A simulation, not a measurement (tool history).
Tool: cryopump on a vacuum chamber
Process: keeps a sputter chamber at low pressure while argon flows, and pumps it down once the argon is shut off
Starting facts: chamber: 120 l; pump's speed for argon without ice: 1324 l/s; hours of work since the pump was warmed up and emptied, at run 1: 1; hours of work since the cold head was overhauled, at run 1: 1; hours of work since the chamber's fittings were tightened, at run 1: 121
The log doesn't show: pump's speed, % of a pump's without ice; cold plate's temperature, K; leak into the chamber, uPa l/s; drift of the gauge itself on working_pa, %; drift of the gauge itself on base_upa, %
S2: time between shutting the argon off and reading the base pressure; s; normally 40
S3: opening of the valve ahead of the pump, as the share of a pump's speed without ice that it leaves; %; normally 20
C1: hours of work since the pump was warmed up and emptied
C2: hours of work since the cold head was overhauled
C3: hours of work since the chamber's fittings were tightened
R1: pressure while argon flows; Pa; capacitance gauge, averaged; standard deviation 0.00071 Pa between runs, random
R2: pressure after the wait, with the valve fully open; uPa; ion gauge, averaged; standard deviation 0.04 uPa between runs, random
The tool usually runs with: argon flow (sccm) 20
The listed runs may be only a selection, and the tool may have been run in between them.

run 1 day=0 | argon_flow_(sccm)=20 S2=40 S3=20 | C1=1 C2=1 C3=121 | R1=0.1285 R2=2.32
run 2 day=0.688 | argon_flow_(sccm)=20 S2=40 S3=20 | C1=13 C2=13 C3=133 | R1=0.1278 R2=2.39
run 3 day=1.217 | argon_flow_(sccm)=20 S2=40 S3=20 | C1=23 C2=23 C3=143 | R1=0.1292 R2=2.3
run 4 day=1.704 | argon_flow_(sccm)=20 S2=40 S3=21 | C1=32 C2=32 C3=152 | R1=0.1219 R2=2.34
run 5 day=1.983 | argon_flow_(sccm)=20 S2=40 S3=21 | C1=37 C2=37 C3=157 | R1=0.1221 R2=2.39
run 6 day=2.583 | argon_flow_(sccm)=20 S2=40 S3=21 | C1=48 C2=48 C3=168 | R1=0.1214 R2=2.35
run 7 day=2.904 | argon_flow_(sccm)=20 S2=40 S3=21 | C1=53 C2=53 C3=174 | R1=0.1219 R2=2.39
run 8 day=3.212 | argon_flow_(sccm)=20 S2=40 S3=20 | C1=59 C2=59 C3=179 | R1=0.1284 R2=2.36
run 9 day=3.792 | argon_flow_(sccm)=20 S2=40 S3=20 | C1=70 C2=70 C3=190 | R1=0.1297 R2=2.35
run 10 day=4.171 | argon_flow_(sccm)=20 S2=40 S3=20 | C1=76 C2=76 C3=197 | R1=0.1295 R2=2.44
run 11 day=4.65 | argon_flow_(sccm)=20 S2=40 S3=20 | C1=85 C2=85 C3=205 | R1=0.1278 R2=2.35
run 12 day=5.054 | argon_flow_(sccm)=20 S2=40 S3=20 | C1=93 C2=93 C3=213 | R1=0.1273 R2=2.37
run 13 day=5.471 | argon_flow_(sccm)=20 S2=40 S3=20 | C1=100 C2=100 C3=220 | R1=0.1288 R2=2.36
run 14 day=6.054 | argon_flow_(sccm)=20 S2=40 S3=20 | C1=111 C2=111 C3=231 | R1=0.1291 R2=2.33
run 15 day=6.721 | argon_flow_(sccm)=20 S2=40 S3=20 | C1=123 C2=123 C3=243 | R1=0.1293 R2=2.41
run 16 day=7.138 | argon_flow_(sccm)=20 S2=40 S3=20 | C1=130 C2=130 C3=250 | R1=0.1297 R2=2.32
run 17 day=7.712 | argon_flow_(sccm)=20 S2=40 S3=20 | C1=141 C2=141 C3=261 | R1=0.1319 R2=2.33
run 18 day=8.271 | argon_flow_(sccm)=20 S2=40 S3=20 | C1=151 C2=151 C3=271 | R1=0.1295 R2=2.46
run 19 day=8.7 | argon_flow_(sccm)=25 S2=57 S3=57 | C1=159 C2=159 C3=279 | R1=0.06 R2=1.79
run 20 day=9.038 | argon_flow_(sccm)=20 S2=290 S3=20 | C1=165 C2=165 C3=285 | R1=0.1295 R2=0.66
run 21 day=9.412 | argon_flow_(sccm)=20 S2=290 S3=20 | C1=172 C2=172 C3=292 | R1=0.1312 R2=0.63
run 22 day=9.933 | argon_flow_(sccm)=9 S2=55 S3=42 | C1=181 C2=181 C3=301 | R1=0.0285 R2=1.89
run 23 day=10.229 | argon_flow_(sccm)=11 S2=300 S3=20 | C1=186 C2=186 C3=306 | R1=0.0709 R2=0.69
run 24 day=10.817 | argon_flow_(sccm)=11 S2=300 S3=54 | C1=197 C2=197 C3=317 | R1=0.028 R2=0.67
run 25 day=11.183 | argon_flow_(sccm)=11 S2=300 S3=54 | C1=204 C2=204 C3=324 | R1=0.0275 R2=0.66
run 26 day=11.817 | argon_flow_(sccm)=11 S2=300 S3=54 | C1=215 C2=215 C3=335 | R1=0.0279 R2=0.66
run 27 day=12.425 | argon_flow_(sccm)=29 S2=40 S3=20 | C1=226 C2=226 C3=346 | R1=0.1896 R2=2.45
run 28 day=12.979 | argon_flow_(sccm)=18 S2=89 S3=20 | C1=236 C2=236 C3=356 | R1=0.1183 R2=1.33
run 29 day=13.3 | argon_flow_(sccm)=18 S2=89 S3=20 | C1=242 C2=242 C3=362 | R1=0.1171 R2=1.35
run 30 day=13.721 | argon_flow_(sccm)=8 S2=66 S3=16 | C1=250 C2=250 C3=370 | R1=0.0649 R2=1.72
run 31 day=14.25 | argon_flow_(sccm)=20 S2=72 S3=20 | C1=259 C2=259 C3=379 | R1=0.1326 R2=1.54
run 32 day=14.642 | argon_flow_(sccm)=20 S2=72 S3=20 | C1=267 C2=267 C3=387 | R1=0.132 R2=1.52
run 33 day=15.317 | argon_flow_(sccm)=12 S2=96 S3=50 | C1=279 C2=279 C3=399 | R1=0.0333 R2=1.27
run 34 day=15.746 | argon_flow_(sccm)=10 S2=24 S3=24 | C1=287 C2=287 C3=407 | R1=0.0545 R2=3.87
run 35 day=16.408 | argon_flow_(sccm)=16 S2=30 S3=20 | C1=299 C2=299 C3=419 | R1=0.1046 R2=3.17

Below, some changes in R1 between adjacent runs. For each, the amount present without the hidden state too (settings, incoming material, random variation) and the amount remaining for the hidden state with gauge scatter not shared by both compared results:
Run 21 -> 22: argon flow (sccm) 20 -> 9, S2 290 -> 55, S3 20 -> 42. R1 -0.1027 Pa: hidden state -0.0013, all else -0.1014.
Run 26 -> 27: argon flow (sccm) 11 -> 29, S2 300 -> 40, S3 54 -> 20. R1 +0.1617 Pa: hidden state +0.0031, all else +0.1586.
Run 27 -> 28: argon flow (sccm) 29 -> 18, S2 40 -> 89. R1 -0.0713 Pa: hidden state -0.0018, all else -0.0695.
Run 30 -> 31: argon flow (sccm) 8 -> 20, S2 66 -> 72, S3 16 -> 20. R1 +0.0677 Pa: hidden state +0.0024, all else +0.0653.
Run 32 -> 33: argon flow (sccm) 20 -> 12, S2 72 -> 96, S3 20 -> 50. R1 -0.0987 Pa: hidden state -0.0015, all else -0.0972.

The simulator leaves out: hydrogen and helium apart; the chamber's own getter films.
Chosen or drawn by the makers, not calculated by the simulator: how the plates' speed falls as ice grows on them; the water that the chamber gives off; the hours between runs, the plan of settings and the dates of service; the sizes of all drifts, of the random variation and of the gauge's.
